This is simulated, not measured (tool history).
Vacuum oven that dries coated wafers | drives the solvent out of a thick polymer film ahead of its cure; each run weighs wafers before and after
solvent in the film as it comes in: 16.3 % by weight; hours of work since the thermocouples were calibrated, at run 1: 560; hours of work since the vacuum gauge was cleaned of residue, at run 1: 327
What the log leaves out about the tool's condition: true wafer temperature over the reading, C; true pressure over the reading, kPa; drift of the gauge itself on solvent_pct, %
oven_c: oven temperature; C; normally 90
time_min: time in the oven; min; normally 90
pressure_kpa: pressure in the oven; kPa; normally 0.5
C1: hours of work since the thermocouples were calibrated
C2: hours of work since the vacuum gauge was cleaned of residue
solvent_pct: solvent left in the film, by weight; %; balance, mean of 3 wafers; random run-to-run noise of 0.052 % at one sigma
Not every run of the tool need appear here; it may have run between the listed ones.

Run 1, hour 0: usual settings; C1 560; C2 327. Result: solvent_pct 1.71 %.
Run 2, hour 92: usual settings; C1 607; C2 374. Result: solvent_pct 1.67 %.
Run 3, hour 206.4: usual settings; C1 665; C2 432. Result: solvent_pct 1.73 %.
Run 4, hour 259.9: usual settings but oven_c 101 C; C1 692; C2 459. Result: solvent_pct 0.54 %.
At hour 285.3: oven's thermocouples calibrated.
Run 5, hour 378.4: usual settings but oven_c 101 C; C1 47; C2 519. Result: solvent_pct 0.54 %.
Run 6, hour 509.1: usual settings but time_min 72 min; C1 114; C2 585. Result: solvent_pct 2.79 %.
Run 7, hour 596.5: usual settings but oven_c 79 C; C1 158; C2 630. Result: solvent_pct 5.47 %.
Run 8, hour 692.3: usual settings but time_min 81 min; C1 207; C2 678. Result: solvent_pct 2.43 %.
Run 9, hour 811.9: usual settings but time_min 81 min; C1 268; C2 739. Result: solvent_pct 2.49 %.
Run 10, hour 909.9: usual settings but time_min 81 min; C1 318; C2 789. Result: solvent_pct 2.49 %.
Run 11, hour 973.3: usual settings but time_min 51 min; C1 350; C2 821. Result: solvent_pct 4.45 %.
At hour 1035.5: oven's thermocouples calibrated, once more.
Run 12, hour 1068.5: usual settings but oven_c 97 C, time_min 51 min, pressure_kpa 0.672 kPa; C1 17; C2 869. Result: solvent_pct 1.82 %.
Run 13, hour 1176.3: usual settings but time_min 47 min, pressure_kpa 0.423 kPa; C1 72; C2 923. Result: solvent_pct 3.83 %.
Run 14, hour 1270: usual settings but oven_c 104 C, time_min 70 min, pressure_kpa 0.506 kPa; C1 119; C2 971. Result: solvent_pct 0.52 %.
Run 15, hour 1379.1: usual settings but oven_c 104 C, time_min 70 min, pressure_kpa 0.506 kPa; C1 175; C2 1026. Result: solvent_pct 0.51 %.

What differs in the tool's unlogged condition from the final listed run ahead of each entry between runs to the first listed run following it?
After run 4, before run 5: oven's thermocouples calibrated (hour 285.3)
  true wafer temperature over the reading, C: -1.39 -> -2.12; true pressure over the reading, kPa: 0.141 -> 0.163
  measured less the result without the state, solvent_pct: +0.14 -> +0.19 %
After run 11, before run 12: oven's thermocouples calibrated, once more (hour 1035.5)
  true wafer temperature over the reading, C: -2.6 -> 0.34; true pressure over the reading, kPa: 0.266 -> 0.283
  measured less the result without the state, solvent_pct: +1.02 -> +0.1 %
